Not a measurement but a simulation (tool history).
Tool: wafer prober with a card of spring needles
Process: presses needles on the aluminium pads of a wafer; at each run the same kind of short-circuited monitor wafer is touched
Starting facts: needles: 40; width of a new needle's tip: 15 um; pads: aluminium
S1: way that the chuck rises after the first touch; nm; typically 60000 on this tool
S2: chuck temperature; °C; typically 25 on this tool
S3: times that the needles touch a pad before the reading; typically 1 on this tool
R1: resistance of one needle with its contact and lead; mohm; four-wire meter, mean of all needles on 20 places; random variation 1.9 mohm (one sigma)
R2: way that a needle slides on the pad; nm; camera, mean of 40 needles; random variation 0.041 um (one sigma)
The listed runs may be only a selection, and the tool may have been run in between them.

run 1 hour=0 | S1=60000 S2=25 S3=1 | R1=217 R2=13410
-- hour=9 tips cleaned on abrasive film
run 2 hour=14.6 | S1=60000 S2=25 S3=1 | R1=224 R2=13450
-- hour=21.9 tips cleaned on abrasive film
run 3 hour=33.4 | S1=60000 S2=25 S3=1 | R1=235 R2=13400
-- hour=36.6 tips cleaned on abrasive film
run 4 hour=47 | S1=60000 S2=25 S3=1 | R1=226 R2=13310
-- hour=50.5 tips cleaned on abrasive film
-- hour=63.6 tips cleaned on abrasive film
run 5 hour=67.8 | S1=60000 S2=25 S3=1 | R1=217 R2=13350
-- hour=78.1 tips cleaned on abrasive film
run 6 hour=89.7 | S1=60000 S2=25 S3=1 | R1=230 R2=13290
-- hour=91.2 tips cleaned on abrasive film
run 7 hour=103.3 | S1=60000 S2=25 S3=1 | R1=234 R2=13280
-- hour=104.9 tips cleaned on abrasive film
-- hour=118.8 tips cleaned on abrasive film
run 8 hour=119.5 | S1=60000 S2=25 S3=1 | R1=210 R2=13210
-- hour=131.8 tips cleaned on abrasive film
run 9 hour=141.7 | S1=60000 S2=25 S3=1 | R1=228 R2=13140
-- hour=145.6 tips cleaned on abrasive film
-- hour=153.1 height of the first contact set anew
-- hour=159.4 tips cleaned on abrasive film
run 10 hour=160.8 | S1=60000 S2=116 S3=1 | R1=227 R2=13680
-- hour=172.4 tips cleaned on abrasive film
run 11 hour=180.7 | S1=60000 S2=67 S3=1 | R1=231 R2=13570
-- hour=185.7 tips cleaned on abrasive film
run 12 hour=195.5 | S1=60000 S2=67 S3=1 | R1=236 R2=13580
-- hour=199.5 tips cleaned on abrasive film
run 13 hour=209.4 | S1=60000 S2=25 S3=1 | R1=231 R2=13540
-- hour=213.4 tips cleaned on abrasive film
-- hour=226.5 tips cleaned on abrasive film
run 14 hour=226.5 | S1=60000 S2=25 S3=1 | R1=203 R2=13470
run 15 hour=237.4 | S1=60000 S2=25 S3=1 | R1=233 R2=13450
-- hour=241 tips cleaned on abrasive film
-- hour=254.7 tips cleaned on abrasive film
run 16 hour=258.9 | S1=60000 S2=25 S3=1 | R1=220 R2=13440
-- hour=268 tips cleaned on abrasive film
-- hour=281.9 tips cleaned on abrasive film
run 17 hour=281.9 | S1=60000 S2=25 S3=1 | R1=207 R2=13390
-- hour=295.9 tips cleaned on abrasive film
run 18 hour=299.7 | S1=60000 S2=25 S3=1 | R1=217 R2=13390
-- hour=310.5 tips cleaned on abrasive film
run 19 hour=321.1 | S1=40000 S2=73 S3=1 | R1=273 R2=8840
-- hour=324.9 tips cleaned on abrasive film
run 20 hour=337.3 | S1=53000 S2=66 S3=2 | R1=237 R2=11750
-- hour=339.7 tips cleaned on abrasive film
run 21 hour=350.8 | S1=57000 S2=44 S3=2 | R1=227 R2=12630
-- hour=352.9 tips cleaned on abrasive film
run 22 hour=360.9 | S1=57000 S2=39 S3=2 | R1=223 R2=12560
-- hour=366.1 tips cleaned on abrasive film
run 23 hour=372.9 | S1=50000 S2=77 S3=2 | R1=232 R2=10940
-- hour=380.2 tips cleaned on abrasive film
run 24 hour=391.7 | S1=75000 S2=48 S3=1 | R1=227 R2=16630
-- hour=393.4 tips cleaned on abrasive film
-- hour=406.4 tips cleaned on abrasive film
-- hour=408.8 height of the first contact set anew
run 25 hour=411.8 | S1=53000 S2=49 S3=1 | R1=235 R2=11950
-- hour=421.2 tips cleaned on abrasive film
run 26 hour=431.8 | S1=60000 S2=90 S3=1 | R1=245 R2=13610
-- hour=435.5 tips cleaned on abrasive film
-- hour=448.7 tips cleaned on abrasive film
run 27 hour=448.7 | S1=62000 S2=46 S3=1 | R1=213 R2=13920
run 28 hour=460.7 | S1=52000 S2=46 S3=1 | R1=249 R2=11740
-- hour=462.4 tips cleaned on abrasive film
-- hour=477.2 tips cleaned on abrasive film
run 29 hour=484 | S1=56000 S2=74 S3=1 | R1=239 R2=12610
-- hour=491.1 tips cleaned on abrasive film
run 30 hour=496.6 | S1=73000 S2=92 S3=2 | R1=223 R2=16470
-- hour=505 tips cleaned on abrasive film
run 31 hour=513.5 | S1=61000 S2=32 S3=2 | R1=216 R2=13730
-- hour=518.5 tips cleaned on abrasive film
-- hour=532.5 tips cleaned on abrasive film
run 32 hour=536.2 | S1=53000 S2=61 S3=2 | R1=223 R2=11840

Predict each of these 4 candidate next runs independently; none follows another, all start after run 32:
-- hour=545.5 tips cleaned on abrasive film
run A hour=546.8 | S1=78000 S2=61 S3=2 | R1=? R2=?
-- hour=545.5 tips cleaned on abrasive film
run B hour=546.8 | S1=46000 S2=111 S3=2 | R1=? R2=?
-- hour=545.5 tips cleaned on abrasive film
run C hour=546.8 | S1=68000 S2=60 S3=2 | R1=? R2=?
-- hour=545.5 tips cleaned on abrasive film
run D hour=546.8 | S1=50000 S2=61 S3=2 | R1=? R2=?

run=A R1=212 R2=17460
run=B R1=238 R2=10180
run=C R1=213 R2=15280
run=D R1=218 R2=11110
Had the tool no hidden state, the same runs would have come out as:
run=A R1=209 R2=17700
run=B R1=229 R2=10420
run=C R1=208 R2=15520
run=D R1=210 R2=11350
